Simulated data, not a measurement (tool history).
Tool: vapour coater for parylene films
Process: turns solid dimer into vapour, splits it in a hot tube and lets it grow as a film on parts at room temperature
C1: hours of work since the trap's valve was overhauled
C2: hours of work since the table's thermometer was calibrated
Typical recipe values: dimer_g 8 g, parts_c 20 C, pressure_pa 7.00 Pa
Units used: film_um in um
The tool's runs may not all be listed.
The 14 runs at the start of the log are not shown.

run 15 hour=491.0 | dimer_g=8 parts_c=20 pressure_pa=7.00 | C1=170 C2=439 | film_um=3.23
run 16 hour=534.3 | dimer_g=8 parts_c=20 pressure_pa=7.00 | C1=193 C2=463 | film_um=3.23
run 17 hour=576.1 | dimer_g=3 parts_c=20 pressure_pa=7.00 | C1=216 C2=486 | film_um=1.21
run 18 hour=615.3 | dimer_g=8 parts_c=20 pressure_pa=7.00 | C1=237 C2=507 | film_um=3.17
run 19 hour=655.9 | dimer_g=8 parts_c=20 pressure_pa=7.00 | C1=259 C2=529 | film_um=3.18
run 20 hour=685.7 | dimer_g=12 parts_c=25 pressure_pa=2.47 | C1=276 C2=546 | film_um=5.37
run 21 hour=710.2 | dimer_g=3 parts_c=29 pressure_pa=8.00 | C1=289 C2=559 | film_um=0.94
run 22 hour=749.6 | dimer_g=3 parts_c=29 pressure_pa=8.00 | C1=310 C2=580 | film_um=0.93
-- hour=757.6 trap's valve overhauled
run 23 hour=784.2 | dimer_g=4 parts_c=12 pressure_pa=3.06 | C1=15 C2=597 | film_um=2.49
run 24 hour=819.4 | dimer_g=3 parts_c=31 pressure_pa=3.06 | C1=34 C2=616 | film_um=1.19
run 25 hour=861.6 | dimer_g=3 parts_c=31 pressure_pa=3.06 | C1=57 C2=639 | film_um=1.21
run 26 hour=896.3 | dimer_g=3 parts_c=31 pressure_pa=3.06 | C1=76 C2=658 | film_um=1.19
run 27 hour=917.6 | dimer_g=3 parts_c=31 pressure_pa=3.06 | C1=87 C2=670 | film_um=1.20
run 28 hour=959.4 | dimer_g=3 parts_c=31 pressure_pa=3.06 | C1=110 C2=692 | film_um=1.19
run 29 hour=987.7 | dimer_g=3 parts_c=31 pressure_pa=3.06 | C1=125 C2=708 | film_um=1.19
run 30 hour=1028.2 | dimer_g=5 parts_c=15 pressure_pa=7.21 | C1=147 C2=730 | film_um=2.30
run 31 hour=1063.6 | dimer_g=5 parts_c=15 pressure_pa=7.21 | C1=167 C2=749 | film_um=2.29
run 32 hour=1105.1 | dimer_g=13 parts_c=14 pressure_pa=2.60 | C1=189 C2=772 | film_um=7.57
run 33 hour=1140.8 | dimer_g=13 parts_c=14 pressure_pa=2.60 | C1=209 C2=791 | film_um=7.63
run 34 hour=1159.6 | dimer_g=14 parts_c=31 pressure_pa=2.75 | C1=219 C2=801 | film_um=5.52
run 35 hour=1190.1 | dimer_g=14 parts_c=31 pressure_pa=2.75 | C1=236 C2=818 | film_um=5.45
run 36 hour=1215.3 | dimer_g=10 parts_c=24 pressure_pa=7.00 | C1=249 C2=832 | film_um=3.70
run 37 hour=1238.3 | dimer_g=10 parts_c=24 pressure_pa=7.00 | C1=262 C2=844 | film_um=3.68
run 38 hour=1280.0 | dimer_g=10 parts_c=24 pressure_pa=7.00 | C1=285 C2=867 | film_um=3.63

5 options for the next run, each taken on its own from the tool as it stands now. Forecast them:
run A hour=1324.1 | dimer_g=4 parts_c=20 pressure_pa=3.40 | C1=309 C2=891 | film_um=?
run B hour=1324.1 | dimer_g=10 parts_c=19 pressure_pa=7.00 | C1=309 C2=891 | film_um=?
run C hour=1324.1 | dimer_g=10 parts_c=24 pressure_pa=7.00 | C1=309 C2=891 | film_um=?
run D hour=1324.1 | dimer_g=8 parts_c=16 pressure_pa=7.00 | C1=309 C2=891 | film_um=?
run E hour=1324.1 | dimer_g=5 parts_c=20 pressure_pa=2.18 | C1=309 C2=891 | film_um=?

run=A film_um=1.88
run=B film_um=4.06
run=C film_um=3.64
run=D film_um=3.46
run=E film_um=2.60
Without the tool's unlogged condition, the same runs would have read:
run=A film_um=2.01
run=B film_um=4.35
run=C film_um=3.89
run=D film_um=3.70
run=E film_um=2.78
